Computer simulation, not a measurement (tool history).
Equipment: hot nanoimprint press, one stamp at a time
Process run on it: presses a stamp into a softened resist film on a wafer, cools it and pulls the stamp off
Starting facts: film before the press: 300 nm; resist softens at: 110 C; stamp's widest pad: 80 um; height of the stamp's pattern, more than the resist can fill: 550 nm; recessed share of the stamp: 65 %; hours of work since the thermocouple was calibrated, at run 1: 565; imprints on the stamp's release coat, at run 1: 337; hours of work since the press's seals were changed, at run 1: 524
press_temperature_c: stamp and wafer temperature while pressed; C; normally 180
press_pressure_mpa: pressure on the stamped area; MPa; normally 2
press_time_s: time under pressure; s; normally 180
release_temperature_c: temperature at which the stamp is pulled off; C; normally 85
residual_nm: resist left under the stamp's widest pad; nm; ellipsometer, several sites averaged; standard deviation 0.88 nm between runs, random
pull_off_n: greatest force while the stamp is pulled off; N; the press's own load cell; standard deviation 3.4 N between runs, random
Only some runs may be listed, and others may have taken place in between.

| run | hour | press_temperature_c | press_pressure_mpa | press_time_s | release_temperature_c | hours of work since the thermocouple was calibrated | imprints on the stamp's release coat | hours of work since the press's seals were changed | residual_nm | pull_off_n |
|---|---|---|---|---|---|---|---|---|---|---|
| 1 | 0 | 180 | 2 | 180 | 85 | 565 | 337 | 524 | 119.9 | 168 |
| 2 | 9.5 | 180 | 2 | 180 | 85 | 572 | 370 | 531 | 117.5 | 171 |
| 3 | 22.9 | 180 | 2 | 180 | 75 | 582 | 416 | 541 | 118.8 | 194 |
|  | 33 | plate thermocouple calibrated |
| 4 | 41.5 | 180 | 2 | 180 | 75 | 6 | 471 | 552 | 117.8 | 192 |
| 5 | 61.1 | 180 | 1.3 | 180 | 85 | 21 | 539 | 567 | 142.1 | 179 |
| 6 | 78 | 180 | 1.3 | 180 | 85 | 34 | 598 | 579 | 142.3 | 182 |
| 7 | 87.7 | 180 | 1.3 | 180 | 85 | 41 | 631 | 587 | 142 | 179 |
| 8 | 101.2 | 180 | 2 | 180 | 85 | 51 | 679 | 597 | 117.8 | 190 |
| 9 | 110.1 | 180 | 2 | 180 | 85 | 57 | 709 | 603 | 117.8 | 186 |
| 10 | 129.8 | 174 | 2 | 180 | 85 | 72 | 778 | 618 | 153.9 | 186 |
| 11 | 143.8 | 174 | 2 | 180 | 85 | 82 | 827 | 628 | 154.1 | 193 |
|  | 153.5 | stamp cleaned and given a new release coat |
|  | 159.2 | plate thermocouple calibrated, once more |
| 12 | 163.1 | 182 | 1.64 | 246 | 85 | 3 | 23 | 636 | 108.5 | 163 |
| 13 | 179.2 | 182 | 1.64 | 246 | 85 | 15 | 79 | 648 | 109.9 | 170 |
| 14 | 195 | 182 | 1.64 | 246 | 85 | 27 | 134 | 660 | 109 | 168 |
| 15 | 213.2 | 183 | 3.09 | 144 | 81 | 40 | 197 | 673 | 97.9 | 173 |
| 16 | 221.7 | 183 | 3.09 | 144 | 81 | 47 | 227 | 680 | 96.1 | 181 |
| 17 | 239.3 | 180 | 1.54 | 180 | 85 | 60 | 288 | 693 | 137.2 | 171 |
| 18 | 251 | 168 | 1.73 | 180 | 85 | 68 | 329 | 701 | 210.8 | 168 |
| 19 | 261.6 | 181 | 1.25 | 348 | 85 | 76 | 365 | 709 | 111.4 | 171 |

Branching from run 19: 5 alternative next runs. What would each branch give?
| A | 279.3 | 180 | 2 | 156 | 87 | 89 | 427 | 723 | ? | ? |
| B | 279.3 | 180 | 2.39 | 180 | 85 | 89 | 427 | 723 | ? | ? |
| C | 279.3 | 181 | 1.25 | 209 | 85 | 89 | 427 | 723 | ? | ? |
| D | 279.3 | 186 | 2.46 | 154 | 85 | 89 | 427 | 723 | ? | ? |
| E | 279.3 | 187 | 1.25 | 111 | 74 | 89 | 427 | 723 | ? | ? |

| run | residual_nm | pull_off_n |
|---|---|---|
| A | 129.4 | 174 |
| B | 114.7 | 173 |
| C | 137 | 182 |
| D | 91 | 174 |
| E | 137.1 | 199 |
The same runs, with their run-to-run variation unchanged, on a tool lacking any hidden condition would have given:
| run | residual_nm | pull_off_n |
|---|---|---|
| A | 128.6 | 160 |
| B | 113.3 | 159 |
| C | 137.5 | 167 |
| D | 89.5 | 160 |
| E | 137.3 | 183 |
